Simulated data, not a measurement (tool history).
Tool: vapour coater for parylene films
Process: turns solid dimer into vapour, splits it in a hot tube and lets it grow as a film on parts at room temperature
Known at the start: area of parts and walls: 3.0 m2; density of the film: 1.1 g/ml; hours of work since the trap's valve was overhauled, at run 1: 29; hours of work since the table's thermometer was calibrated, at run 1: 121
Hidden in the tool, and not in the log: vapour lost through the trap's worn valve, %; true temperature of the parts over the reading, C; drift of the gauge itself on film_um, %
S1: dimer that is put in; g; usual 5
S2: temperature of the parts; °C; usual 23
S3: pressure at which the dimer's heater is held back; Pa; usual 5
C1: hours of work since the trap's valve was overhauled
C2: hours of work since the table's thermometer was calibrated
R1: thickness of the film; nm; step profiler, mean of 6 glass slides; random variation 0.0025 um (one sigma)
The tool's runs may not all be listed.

run 1 hour=0 | S1=5 S2=23 S3=5 | C1=29 C2=121 | R1=730
run 2 hour=21.1 | S1=5 S2=23 S3=5 | C1=42 C2=135 | R1=729
run 3 hour=38.2 | S1=5 S2=16 S3=5 | C1=53 C2=145 | R1=901
run 4 hour=67.5 | S1=5 S2=16 S3=5 | C1=71 C2=164 | R1=896
run 5 hour=79.4 | S1=5 S2=16 S3=5 | C1=79 C2=171 | R1=898
run 6 hour=102.3 | S1=5 S2=16 S3=5 | C1=93 C2=186 | R1=893
run 7 hour=127.7 | S1=6 S2=16 S3=5 | C1=109 C2=202 | R1=1069
run 8 hour=145.3 | S1=5 S2=23 S3=5 | C1=120 C2=213 | R1=724
run 9 hour=170.2 | S1=5 S2=23 S3=5 | C1=136 C2=229 | R1=721
run 10 hour=194.1 | S1=5 S2=23 S3=5 | C1=151 C2=244 | R1=721
run 11 hour=212.7 | S1=5 S2=23 S3=5 | C1=163 C2=256 | R1=716
run 12 hour=228.5 | S1=5 S2=23 S3=5 | C1=173 C2=265 | R1=720
run 13 hour=247.5 | S1=5 S2=23 S3=5 | C1=185 C2=277 | R1=716
run 14 hour=273.4 | S1=4 S2=23 S3=5 | C1=201 C2=294 | R1=569
run 15 hour=295 | S1=5 S2=28 S3=5 | C1=215 C2=307 | R1=607
run 16 hour=313 | S1=3 S2=23 S3=5 | C1=226 C2=319 | R1=428
run 17 hour=334.1 | S1=5 S2=16 S3=5 | C1=239 C2=332 | R1=876
run 18 hour=360.8 | S1=5 S2=16 S3=5 | C1=256 C2=349 | R1=875
run 19 hour=388.4 | S1=5 S2=16 S3=5 | C1=274 C2=366 | R1=870
-- hour=401.2 trap's valve overhauled
run 20 hour=421.8 | S1=5 S2=16 S3=5 | C1=13 C2=385 | R1=905
run 21 hour=436.3 | S1=5 S2=16 S3=5 | C1=22 C2=394 | R1=908
run 22 hour=461.8 | S1=5 S2=16 S3=5 | C1=38 C2=410 | R1=903
run 23 hour=482.3 | S1=5 S2=16 S3=5 | C1=51 C2=423 | R1=898
run 24 hour=500.2 | S1=5 S2=16 S3=5 | C1=62 C2=434 | R1=900
run 25 hour=514.7 | S1=5 S2=16 S3=5 | C1=72 C2=443 | R1=898
run 26 hour=533.6 | S1=6 S2=23 S3=5.43 | C1=83 C2=455 | R1=865
run 27 hour=547 | S1=4 S2=23 S3=3.23 | C1=92 C2=464 | R1=617
run 28 hour=573.8 | S1=4 S2=23 S3=3.23 | C1=109 C2=481 | R1=614
run 29 hour=595.2 | S1=4 S2=23 S3=3.23 | C1=122 C2=494 | R1=617
run 30 hour=609.6 | S1=3 S2=17 S3=2.68 | C1=131 C2=503 | R1=564
run 31 hour=629.6 | S1=3 S2=30 S3=8.34 | C1=144 C2=516 | R1=331
run 32 hour=657.2 | S1=2 S2=25 S3=8.06 | C1=161 C2=533 | R1=257
run 33 hour=686.1 | S1=2 S2=20 S3=8.06 | C1=180 C2=552 | R1=294
run 34 hour=700.4 | S1=5 S2=21 S3=7.07 | C1=189 C2=561 | R1=731
run 35 hour=720.4 | S1=4 S2=33 S3=9 | C1=201 C2=573 | R1=392
run 36 hour=740.4 | S1=8 S2=34 S3=8.87 | C1=214 C2=586 | R1=765
run 37 hour=754.4 | S1=5 S2=23 S3=2.85 | C1=223 C2=595 | R1=768
run 38 hour=782.7 | S1=4 S2=34 S3=5 | C1=241 C2=612 | R1=416
run 39 hour=805.5 | S1=4 S2=34 S3=5 | C1=255 C2=627 | R1=409
run 40 hour=833.8 | S1=5 S2=34 S3=5 | C1=273 C2=645 | R1=511
-- hour=849.4 trap's valve overhauled
run 41 hour=858.1 | S1=5 S2=34 S3=5 | C1=5 C2=657 | R1=529
run 42 hour=885.5 | S1=3 S2=20 S3=5 | C1=23 C2=675 | R1=484
run 43 hour=906.7 | S1=3 S2=32 S3=11.42 | C1=36 C2=688 | R1=304
run 44 hour=919.6 | S1=3 S2=32 S3=11.42 | C1=44 C2=696 | R1=303
run 45 hour=944.3 | S1=8 S2=23 S3=3.65 | C1=60 C2=712 | R1=1223
run 46 hour=964.3 | S1=3 S2=25 S3=9.22 | C1=72 C2=725 | R1=380

Hidden state at the last listed run before each entry between runs and at the first one after, where it differs:
Between runs 19 and 20: trap's valve overhauled (hour 401.2)
  vapour lost through the trap's worn valve, %: 4.4 -> 0.4
  measured less the result without the state, R1: -32 -> +3 nm
Between runs 40 and 41: trap's valve overhauled (hour 849.4)
  vapour lost through the trap's worn valve, %: 4.4 -> 0.3; true temperature of the parts over the reading, C: -0.34 -> -0.35
  measured less the result without the state, R1: -18 -> +4 nm

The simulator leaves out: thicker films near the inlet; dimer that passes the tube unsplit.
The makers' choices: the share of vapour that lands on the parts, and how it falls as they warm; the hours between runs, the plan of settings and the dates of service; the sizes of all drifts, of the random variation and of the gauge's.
